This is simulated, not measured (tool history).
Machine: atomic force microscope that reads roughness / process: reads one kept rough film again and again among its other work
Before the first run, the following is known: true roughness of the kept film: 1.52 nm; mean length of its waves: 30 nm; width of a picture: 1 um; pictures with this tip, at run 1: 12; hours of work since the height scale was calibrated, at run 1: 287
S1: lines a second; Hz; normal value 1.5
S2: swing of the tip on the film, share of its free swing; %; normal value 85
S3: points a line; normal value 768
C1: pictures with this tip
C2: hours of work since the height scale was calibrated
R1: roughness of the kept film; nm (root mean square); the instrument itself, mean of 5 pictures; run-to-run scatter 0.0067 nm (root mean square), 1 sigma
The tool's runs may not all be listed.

run	hour	S1	S2	S3	C1	C2	R1
1	0	1.5	85	768	12	287	1.32
2	41.2	1.5	85	768	80	318	1.277
3	73.3	1.5	85	768	132	341	1.24
4	99.3	1.5	86	768	174	360	1.206
# hour 111.4: new tip fitted
5	119.6	1.5	86	768	13	375	1.325
6	155.7	1.5	67	768	72	402	1.322
7	183.3	1.5	67	768	117	422	1.272
8	208.1	1.5	67	768	158	440	1.256
# hour 230.1: new tip fitted
9	240.4	1.5	67	768	17	464	1.353
10	269.4	1.5	67	768	64	485	1.33
11	291.5	1.5	67	768	100	501	1.301
12	324	1.5	85	768	153	525	1.224
# hour 349: new tip fitted
13	360.2	1.5	85	768	18	552	1.323
14	384.1	1.5	85	768	57	569	1.291
15	408.6	1.5	85	768	97	587	1.264
16	434	0.72	85	768	138	606	1.273
17	462	1.5	85	768	184	627	1.21
# hour 468: new tip fitted
18	501.8	1.5	85	454	55	655	1.285
19	522.6	1.5	85	768	89	671	1.262
20	562.8	1.5	85	768	154	700	1.226
21	584	1.5	85	768	189	716	1.201
# hour 587.2: new tip fitted
22	605.1	1.5	85	768	29	731	1.318
23	645.8	1.5	85	768	95	761	1.266
24	670.5	0.88	85	768	136	779	1.272
# hour 705.9: new tip fitted
25	713.8	1.5	85	768	12	811	1.325
# hour 717: height scale calibrated on a step standard
26	754.1	1.5	85	537	77	27	1.263
27	784.4	3.22	85	397	126	50	1.173
28	814.6	2.82	61	980	175	72	1.237
# hour 827.8: new tip fitted
29	843.2	2.82	61	980	25	93	1.343
# hour 850.5: height scale calibrated on a step standard, once more
30	883	1.69	63	490	88	24	1.322
31	915.8	1.69	57	386	141	48	1.28
32	933.9	0.53	62	586	171	61	1.26
# hour 950.4: new tip fitted
33	974.1	2.62	62	586	39	91	1.338
34	992.8	0.91	62	967	69	104	1.332
35	1031.3	0.91	62	967	132	133	1.29
36	1059.4	1.5	65	359	178	154	1.226
# hour 1070.8: new tip fitted
37	1093	1.5	64	768	37	178	1.355
38	1123.1	1.5	64	768	86	200	1.31
39	1143.7	2.33	68	736	119	215	1.268
40	1170.4	2.33	85	711	163	235	1.183
# hour 1190.1: new tip fitted
41	1206.1	2.33	70	831	26	261	1.341
42	1231.3	0.75	67	418	67	279	1.347
43	1270.5	0.75	67	741	131	308	1.296
44	1295.1	0.83	67	515	171	326	1.259
# hour 1310.9: new tip fitted
45	1326.9	1.82	82	768	26	350	1.324
46	1364	3.68	85	467	86	377	1.181
47	1395.9	3.38	56	764	138	400	1.267
48	1416.6	0.81	64	830	172	416	1.257
# hour 1430.3: new tip fitted
49	1456.7	0.72	64	398	43	445	1.362
50	1495.2	0.72	64	398	105	473	1.302
51	1527.2	0.72	64	262	157	497	1.246

What if the next run were any one of these 4? Each begins from the tool's condition after run 51:
# hour 1551.6: new tip fitted
A	1568.4	0.72	64	418	28	527	?
# hour 1551.6: new tip fitted
B	1568.4	1.5	83	768	28	527	?
# hour 1551.6: new tip fitted
C	1568.4	0.93	88	262	28	527	?
# hour 1551.6: new tip fitted
D	1568.4	1.8	71	262	28	527	?

run	R1
A	1.37
B	1.322
C	1.318
D	1.325
What these runs would have given with no unlogged condition in the tool:
run	R1
A	1.41
B	1.36
C	1.356
D	1.363

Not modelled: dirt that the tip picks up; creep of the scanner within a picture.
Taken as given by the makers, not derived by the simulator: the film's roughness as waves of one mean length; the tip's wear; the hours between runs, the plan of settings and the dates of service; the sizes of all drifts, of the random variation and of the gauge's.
